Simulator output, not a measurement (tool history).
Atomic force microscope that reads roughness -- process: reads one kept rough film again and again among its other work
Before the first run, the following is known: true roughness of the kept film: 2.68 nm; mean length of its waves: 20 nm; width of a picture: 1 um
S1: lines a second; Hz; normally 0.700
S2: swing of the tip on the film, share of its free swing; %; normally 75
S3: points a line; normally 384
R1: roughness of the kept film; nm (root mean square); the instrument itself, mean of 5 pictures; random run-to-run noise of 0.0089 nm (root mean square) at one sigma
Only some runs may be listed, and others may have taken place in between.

run   hour     S1  S2   S3     R1
  1    0.0  0.700  75  384  1.760
  2   25.5  0.700  75  384  1.667
  3   38.2  0.700  75  384  1.659
  4   59.3  0.535  75  384  1.608
  5   88.5  0.535  75  384  1.528
  6  111.4  0.700  84  384  1.419
  7  124.4  0.700  57  384  1.467
  8  150.2  0.677  75  384  1.375
  9  172.3  0.700  75  384  1.331
     191.1  -- new tip fitted
 10  195.6  0.700  75  384  1.950
 11  217.1  1.465  75  384  1.780
 12  231.3  0.700  75  384  1.810
 13  250.3  0.700  75  384  1.748
 14  264.9  0.700  75  384  1.687
     268.1  -- height scale calibrated on a step standard
 15  289.1  3.040  75  384  1.424
 16  308.2  0.700  75  384  1.559
 17  328.8  0.700  75  384  1.511
 18  356.6  0.700  75  642  1.457
 19  380.2  0.700  75  642  1.399
     402.0  -- height scale calibrated on a step standard, once more
 20  402.0  0.700  57  585  1.427
 21  419.7  2.955  71  364  1.205
     436.3  -- new tip fitted
 22  442.7  2.711  77  384  1.723
 23  455.8  2.711  77  931  1.697
 24  485.9  2.711  77  931  1.608
 25  504.1  3.367  59  541  1.686
 26  530.4  3.367  76  478  1.418
 27  559.8  3.367  76  478  1.346
 28  575.3  0.759  75  489  1.527
 29  589.2  0.759  75  489  1.492
 30  616.1  0.759  75  489  1.447
 31  630.0  0.732  75  489  1.418
 32  657.6  0.507  61  870  1.398
 33  676.0  2.436  86  504  1.091
     680.8  -- new tip fitted
 34  696.1  0.519  75  384  1.945

Selected run-to-run steps in R1, each split into two signed amounts: the part the tool would show with no hidden state at all (from settings, incoming material and random variation), and the remainder, which goes to the hidden state together with any gauge scatter not common to the measured and the hidden-state-free results:
What the log doesn't record here: radius of the tip, nm; height scale over the true one, %; drift of the gauge itself on roughness_nm, %.
Run 9 -> 10: new tip fitted. R1 +0.619 nm (root mean square): hidden state +0.619, all else +0.000.
Run 21 -> 22: S1 2.955 -> 2.711, S2 71 -> 77, S3 364 -> 384, new tip fitted. R1 +0.518 nm (root mean square): hidden state +0.567, all else -0.049.
Run 33 -> 34: S1 2.436 -> 0.519, S2 86 -> 75, S3 504 -> 384, new tip fitted. R1 +0.854 nm (root mean square): hidden state +0.500, all else +0.354.
